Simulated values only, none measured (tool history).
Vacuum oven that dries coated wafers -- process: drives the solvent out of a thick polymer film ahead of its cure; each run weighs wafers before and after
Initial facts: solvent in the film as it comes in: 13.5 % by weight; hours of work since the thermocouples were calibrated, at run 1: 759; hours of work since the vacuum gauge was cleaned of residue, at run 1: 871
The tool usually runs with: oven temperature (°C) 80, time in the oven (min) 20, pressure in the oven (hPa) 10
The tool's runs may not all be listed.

run,hour,oven temperature (°C),time in the oven (min),pressure in the oven (hPa),hours of work since the thermocouples were calibrated,hours of work since the vacuum gauge was cleaned of residue,solvent left in the film (%)
1,0,80,20,10,759,871,1.52
2,16,80,20,10,771,883,1.54
3,52.8,80,20,10,798,910,1.5
4,70.2,94,20,10,811,923,0.33
5,90.9,94,20,10,827,939,0.34
6,128.1,94,20,10,854,967,0.27
# hour 138.2: oven's thermocouples calibrated
7,151.3,94,20,10,10,983,0.35
8,188.7,94,20,10,38,1011,0.25
9,224.2,94,20,10,64,1037,0.34
10,262,94,20,10,93,1065,0.26
# hour 293: oven's thermocouples calibrated, once more
11,298.9,94,20,10,4,1092,0.33
12,316.5,94,20,10,18,1105,0.39
13,351.3,94,20,10,44,1131,0.37
14,379.5,94,20,10,65,1152,0.36
15,402.1,89,13,13.4,82,1169,1.37
16,423.8,89,13,13.4,98,1185,1.38
17,453.9,89,13,13.4,120,1208,1.43
18,479.1,87,13,5,139,1226,1.5
19,516.2,88,13,9,167,1254,1.39
20,549.8,84,17,10,192,1279,1.4
21,573.2,80,20,10.5,210,1297,1.73
22,609.9,82,20,25.4,237,1324,1.81
23,630.9,82,20,25.4,253,1340,1.78
24,667.7,84,20,18.1,280,1368,1.28
25,703.5,85,20,7.5,307,1394,0.94
26,724.5,66,18,12.8,323,1410,5.59
27,759.4,80,20,16.4,349,1436,1.81
28,779.9,80,20,16.4,364,1452,1.83

Predict each of these 4 candidate next runs independently; none follows another, all start after run 28:
A,795.7,80,15,15.8,376,1463,?
B,795.7,88,30,19.9,376,1463,?
C,795.7,80,20,18.1,376,1463,?
D,795.7,80,15,6.6,376,1463,?

run,solvent left in the film (%)
A,2.69
B,0.72
C,1.96
D,2.38
Without the tool's hidden state the same runs would have given:
run,solvent left in the film (%)
A,2.88
B,0.67
C,2.08
D,2.56

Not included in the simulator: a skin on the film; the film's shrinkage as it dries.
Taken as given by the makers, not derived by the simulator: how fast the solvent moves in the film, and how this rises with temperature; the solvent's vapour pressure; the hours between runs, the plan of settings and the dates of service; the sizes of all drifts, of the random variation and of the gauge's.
